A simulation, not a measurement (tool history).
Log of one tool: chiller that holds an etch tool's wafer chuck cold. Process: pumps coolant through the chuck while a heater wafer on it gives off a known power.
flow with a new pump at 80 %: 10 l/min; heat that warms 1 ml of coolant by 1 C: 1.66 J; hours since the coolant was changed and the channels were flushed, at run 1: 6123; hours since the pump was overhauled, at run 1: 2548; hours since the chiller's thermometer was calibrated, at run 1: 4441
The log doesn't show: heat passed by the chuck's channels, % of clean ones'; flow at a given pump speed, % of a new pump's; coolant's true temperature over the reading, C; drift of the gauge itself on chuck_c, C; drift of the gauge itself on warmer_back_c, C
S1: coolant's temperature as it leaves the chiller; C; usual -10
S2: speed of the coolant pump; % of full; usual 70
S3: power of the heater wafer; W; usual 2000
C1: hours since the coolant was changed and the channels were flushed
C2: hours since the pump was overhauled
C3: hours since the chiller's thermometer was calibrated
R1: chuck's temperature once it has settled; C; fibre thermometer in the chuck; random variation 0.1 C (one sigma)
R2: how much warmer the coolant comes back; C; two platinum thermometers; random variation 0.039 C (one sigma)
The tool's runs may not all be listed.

run 1 day=0.000 | S1=-10 S2=70 S3=2000 | C1=6123 C2=2548 C3=4441 | R1=11.9 R2=8.66
run 2 day=1.433 | S1=-10 S2=70 S3=2000 | C1=6157 C2=2583 C3=4475 | R1=12.0 R2=8.73
run 3 day=3.808 | S1=-8 S2=70 S3=2000 | C1=6214 C2=2640 C3=4532 | R1=14.0 R2=8.63
run 4 day=5.688 | S1=-10 S2=84 S3=2000 | C1=6259 C2=2685 C3=4577 | R1=9.5 R2=7.07
run 5 day=7.271 | S1=-10 S2=70 S3=2000 | C1=6297 C2=2723 C3=4615 | R1=12.2 R2=8.72
run 6 day=10.179 | S1=-10 S2=70 S3=2000 | C1=6367 C2=2793 C3=4685 | R1=12.1 R2=8.72
run 7 day=11.683 | S1=-10 S2=70 S3=2000 | C1=6403 C2=2829 C3=4721 | R1=12.3 R2=8.66
run 8 day=13.729 | S1=-10 S2=70 S3=1958 | C1=6452 C2=2878 C3=4770 | R1=11.7 R2=8.58
run 9 day=16.296 | S1=-10 S2=70 S3=1958 | C1=6514 C2=2939 C3=4832 | R1=12.0 R2=8.53
run 10 day=18.488 | S1=-10 S2=70 S3=1958 | C1=6566 C2=2992 C3=4884 | R1=11.8 R2=8.48
run 11 day=19.900 | S1=-10 S2=70 S3=1958 | C1=6600 C2=3026 C3=4918 | R1=12.1 R2=8.57
run 12 day=22.333 | S1=-10 S2=70 S3=1958 | C1=6659 C2=3084 C3=4977 | R1=12.0 R2=8.51
-- day=23.479 chiller's thermometer calibrated
run 13 day=25.433 | S1=-10 S2=70 S3=1958 | C1=6732 C2=3158 C3=47 | R1=11.5 R2=8.54
run 14 day=28.717 | S1=-11 S2=70 S3=2000 | C1=6811 C2=3236 C3=126 | R1=10.9 R2=8.76
run 15 day=31.054 | S1=-11 S2=70 S3=2000 | C1=6867 C2=3293 C3=182 | R1=10.9 R2=8.81
run 16 day=33.875 | S1=-10 S2=70 S3=2000 | C1=6935 C2=3360 C3=249 | R1=11.7 R2=8.80

Run 17 comes next. What will it give?
run 17 day=36.154 | S1=-16 S2=70 S3=2124 | C1=6989 C2=3415 C3=304 | R1=? R2=?

Run 17 gave R1 7.4 C, R2 9.29 C.
Without the tool's hidden state the same run would have given R1 3.8 C, R2 8.91 C.
